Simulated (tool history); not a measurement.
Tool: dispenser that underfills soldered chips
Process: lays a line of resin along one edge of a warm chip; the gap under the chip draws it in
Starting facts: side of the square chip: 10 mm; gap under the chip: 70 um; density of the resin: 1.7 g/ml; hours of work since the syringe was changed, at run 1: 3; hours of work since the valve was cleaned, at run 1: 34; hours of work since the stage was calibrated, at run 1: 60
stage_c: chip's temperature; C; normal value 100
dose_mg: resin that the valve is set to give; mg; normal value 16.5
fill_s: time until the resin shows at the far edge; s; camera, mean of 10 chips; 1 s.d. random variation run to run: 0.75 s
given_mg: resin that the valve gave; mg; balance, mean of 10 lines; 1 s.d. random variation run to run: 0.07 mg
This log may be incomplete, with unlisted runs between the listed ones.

| run | hour | stage_c | dose_mg | hours of work since the syringe was changed | hours of work since the valve was cleaned | hours of work since the stage was calibrated | fill_s | given_mg |
|---|---|---|---|---|---|---|---|---|
| 1 | 0 | 100 | 16.5 | 3 | 34 | 60 | 78.7 | 15.92 |
| 2 | 3.8 | 93 | 16.5 | 6 | 37 | 63 | 123.4 | 15.86 |
| 3 | 6.8 | 100 | 15.9 | 8 | 40 | 65 | 108 | 15.29 |
|  | 7.5 | new syringe of resin |
| 4 | 13.1 | 100 | 15.9 | 4 | 45 | 70 | 87.9 | 15.28 |
| 5 | 17.8 | 100 | 15.9 | 8 | 48 | 74 | 110.4 | 15.16 |
|  | 18.6 | new syringe of resin |
| 6 | 21.7 | 100 | 15.9 | 2 | 51 | 77 | 78.7 | 15.04 |
| 7 | 25.7 | 100 | 19.2 | 6 | 54 | 80 | 91.7 | 18.17 |
|  | 29.8 | new syringe of resin |
| 8 | 32.1 | 100 | 19.1 | 2 | 59 | 85 | 73.3 | 18.03 |
| 9 | 35.8 | 100 | 19.1 | 5 | 62 | 88 | 87.1 | 18.09 |
| 10 | 38.9 | 100 | 19.1 | 7 | 65 | 90 | 98.9 | 18.02 |
|  | 41.1 | new syringe of resin |
| 11 | 43 | 100 | 16.5 | 2 | 68 | 93 | 73.6 | 15.39 |
| 12 | 45.6 | 100 | 16.5 | 4 | 70 | 95 | 82.8 | 15.38 |
| 13 | 51.4 | 100 | 16.5 | 8 | 74 | 100 | 109.7 | 15.46 |
|  | 52 | new syringe of resin |
| 14 | 54.8 | 100 | 21.3 | 2 | 77 | 102 | 74.2 | 19.84 |
| 15 | 59.9 | 92 | 16.5 | 6 | 81 | 107 | 135.5 | 15.27 |
|  | 62.8 | new syringe of resin |
| 16 | 65.2 | 92 | 16.5 | 2 | 85 | 111 | 100.9 | 15.3 |
| 17 | 68.9 | 92 | 21 | 5 | 88 | 113 | 117.1 | 19.38 |
| 18 | 72.9 | 100 | 16.5 | 8 | 91 | 117 | 108.3 | 15.12 |
|  | 73.6 | new syringe of resin |
| 19 | 78.3 | 100 | 16.5 | 4 | 95 | 121 | 84.5 | 15.03 |
| 20 | 81.7 | 86 | 20.3 | 6 | 98 | 123 | 161.9 | 18.53 |
|  | 84.9 | new syringe of resin |
| 21 | 85.6 | 86 | 20.3 | 1 | 101 | 126 | 113.6 | 18.36 |
| 22 | 91.4 | 98 | 16.5 | 5 | 105 | 131 | 98.5 | 15.1 |
|  | 95.9 | new syringe of resin |
| 23 | 97.5 | 97 | 16.5 | 1 | 110 | 136 | 80.8 | 14.93 |
| 24 | 100.6 | 111 | 15.8 | 4 | 113 | 138 | 56.7 | 14.28 |
|  | 104.5 | dispensing valve cleaned and set on the balance |
| 25 | 106.9 | 108 | 17.5 | 8 | 2 | 142 | 76.2 | 17.55 |
|  | 107.8 | new syringe of resin |
| 26 | 110.7 | 108 | 17.5 | 2 | 5 | 145 | 55.4 | 17.44 |
| 27 | 116.3 | 111 | 20.7 | 7 | 9 | 150 | 64.7 | 20.59 |
|  | 118.7 | new syringe of resin |
| 28 | 122.7 | 91 | 21.3 | 3 | 14 | 154 | 107.8 | 21.07 |
| 29 | 127.5 | 100 | 15.1 | 7 | 18 | 158 | 102.9 | 14.88 |
|  | 129.6 | new syringe of resin |
| 30 | 131.7 | 100 | 15.1 | 2 | 21 | 161 | 75.7 | 14.89 |
| 31 | 137.7 | 100 | 15.1 | 6 | 26 | 166 | 100.2 | 14.76 |
|  | 140.6 | new syringe of resin |
| 32 | 140.9 | 104 | 15.1 | 0 | 28 | 169 | 60.2 | 14.72 |
| 33 | 144.9 | 104 | 15.1 | 3 | 31 | 172 | 71.9 | 14.76 |
| 34 | 150.9 | 104 | 15.1 | 8 | 36 | 177 | 96.4 | 14.59 |
|  | 151.5 | new syringe of resin |
| 35 | 157.2 | 98 | 19.5 | 5 | 41 | 181 | 90.5 | 18.88 |

A few steps of fill_s between consecutive runs. Split each: what settings, incoming material and random variation would produce without the hidden state, and what is left over for the hidden state, along with gauge scatter present in only one of the two compared results (measured, and without hidden state):
Hidden state at play: resin's viscosity, % of fresh resin's; dose that the valve gives, % of what is set; true chip temperature over the reading, C; drift of the gauge itself on fill_s, %; drift of the gauge itself on given_mg, %.
Run 13 -> 14: dose_mg 16.5 -> 21.3, new syringe of resin. fill_s -35.5 s: hidden state -33.5, all else -2.
Run 14 -> 15: stage_c 100 -> 92, dose_mg 21.3 -> 16.5. fill_s +61.3 s: hidden state +33.3, all else +28.
Run 19 -> 20: stage_c 100 -> 86, dose_mg 16.5 -> 20.3. fill_s +77.4 s: hidden state +32.1, all else +45.3.
Run 20 -> 21: new syringe of resin. fill_s -48.3 s: hidden state -48.8, all else +0.5.

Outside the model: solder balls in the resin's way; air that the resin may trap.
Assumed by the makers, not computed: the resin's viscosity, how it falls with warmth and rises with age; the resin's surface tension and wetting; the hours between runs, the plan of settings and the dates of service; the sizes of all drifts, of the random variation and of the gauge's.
